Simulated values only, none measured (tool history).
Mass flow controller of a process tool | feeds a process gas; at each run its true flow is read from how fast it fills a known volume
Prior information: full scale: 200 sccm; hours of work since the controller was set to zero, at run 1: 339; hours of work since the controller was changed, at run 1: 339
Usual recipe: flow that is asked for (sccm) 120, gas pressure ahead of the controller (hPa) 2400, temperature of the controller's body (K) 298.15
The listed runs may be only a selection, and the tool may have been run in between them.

run	hour	flow that is asked for (sccm)	gas pressure ahead of the controller (hPa)	temperature of the controller's body (K)	hours of work since the controller was set to zero	hours of work since the controller was changed	true flow (%)
1	0	120	2400	298.15	339	339	98.69
2	310.6	120	2400	298.15	492	492	98.62
3	800	120	2400	298.15	734	734	98.56
4	1254.4	127	2400	298.15	958	958	98.6
5	1528.2	21	2400	298.15	1094	1094	96.89
6	1873.6	21	2400	298.15	1264	1264	96.6
7	2365.8	21	2400	298.15	1507	1507	96.67
8	2632.7	21	2380	298.15	1639	1639	96.66
9	2903.1	21	1630	310.15	1772	1772	97.18
10	3206.9	22	2650	300.15	1922	1922	96.59
11	3573.9	22	2650	300.15	2104	2104	96.61
12	3858.9	22	2650	300.15	2244	2244	96.57

Below are 4 alternative next runs, each starting from the tool's condition after run 12. Predict each:
A	4271.1	27	2790	298.15	2448	2448	?
B	4271.1	78	2400	295.15	2448	2448	?
C	4271.1	60	1980	298.15	2448	2448	?
D	4271.1	134	2400	307.15	2448	2448	?

run	true flow (%)
A	96.52
B	97.12
C	96.84
D	98.53
Without the tool's unlogged condition, the same runs would have read:
run	true flow (%)
A	97.34
B	97.96
C	97.68
D	99.39

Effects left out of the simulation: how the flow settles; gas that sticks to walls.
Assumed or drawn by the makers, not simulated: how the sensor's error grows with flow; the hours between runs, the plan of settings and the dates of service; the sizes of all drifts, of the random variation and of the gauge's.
